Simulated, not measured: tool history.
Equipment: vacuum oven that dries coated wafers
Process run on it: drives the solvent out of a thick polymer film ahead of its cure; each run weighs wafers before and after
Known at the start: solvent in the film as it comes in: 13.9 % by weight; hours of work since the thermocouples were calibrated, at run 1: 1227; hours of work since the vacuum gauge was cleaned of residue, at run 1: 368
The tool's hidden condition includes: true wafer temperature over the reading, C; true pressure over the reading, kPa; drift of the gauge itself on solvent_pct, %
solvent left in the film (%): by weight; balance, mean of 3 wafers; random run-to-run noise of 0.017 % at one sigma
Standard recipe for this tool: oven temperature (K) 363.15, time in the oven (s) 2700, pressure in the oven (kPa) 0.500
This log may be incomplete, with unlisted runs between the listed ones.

run	hour	oven temperature (K)	time in the oven (s)	pressure in the oven (kPa)	hours of work since the thermocouples were calibrated	hours of work since the vacuum gauge was cleaned of residue	solvent left in the film (%)
1	0.0	363.15	2700	0.500	1227	368	3.12
2	11.2	363.15	3060	0.500	1234	375	2.67
3	25.2	363.15	3060	0.500	1243	384	2.70
4	36.2	363.15	3060	0.500	1250	390	2.65
5	48.5	363.15	3060	0.500	1257	398	2.65
6	58.3	363.15	1320	0.500	1264	404	5.92
7	68.4	363.15	1320	0.500	1270	410	5.93
8	80.4	363.15	2700	0.500	1277	418	3.10
9	88.6	363.15	1440	0.500	1282	423	5.59
10	100.0	363.15	1860	0.500	1289	430	4.61
11	108.9	369.15	2700	0.500	1295	436	1.95
12	116.8	375.15	4260	0.500	1300	440	0.43
13	131.5	375.15	4260	0.500	1309	449	0.43
14	139.7	375.15	4260	0.500	1314	455	0.42
15	149.9	368.15	2400	0.996	1320	461	2.77
16	156.3	363.15	4680	0.384	1324	465	1.32
17	166.3	363.15	4140	0.384	1330	471	1.63
18	176.4	363.15	2820	0.254	1337	477	2.81
19	185.2	363.15	2820	0.254	1342	483	2.78
20	193.1	361.15	2460	0.828	1347	488	4.20
21	201.5	361.15	1920	0.828	1352	493	5.14
22	210.2	351.15	2700	0.460	1358	498	6.01

Consider 3 possible next runs. They are alternatives, not a sequence: every one starts from the tool as it was left by run 22. What does each give?
A	219.5	363.15	3060	0.500	1363	504	?
B	219.5	363.15	1980	1.855	1363	504	?
C	219.5	363.15	2520	0.511	1363	504	?

run	solvent left in the film (%)
A	2.66
B	5.14
C	3.40
With the hidden condition removed and each run's random variation left untouched, the same runs would have given:
run	solvent left in the film (%)
A	2.67
B	5.16
C	3.41

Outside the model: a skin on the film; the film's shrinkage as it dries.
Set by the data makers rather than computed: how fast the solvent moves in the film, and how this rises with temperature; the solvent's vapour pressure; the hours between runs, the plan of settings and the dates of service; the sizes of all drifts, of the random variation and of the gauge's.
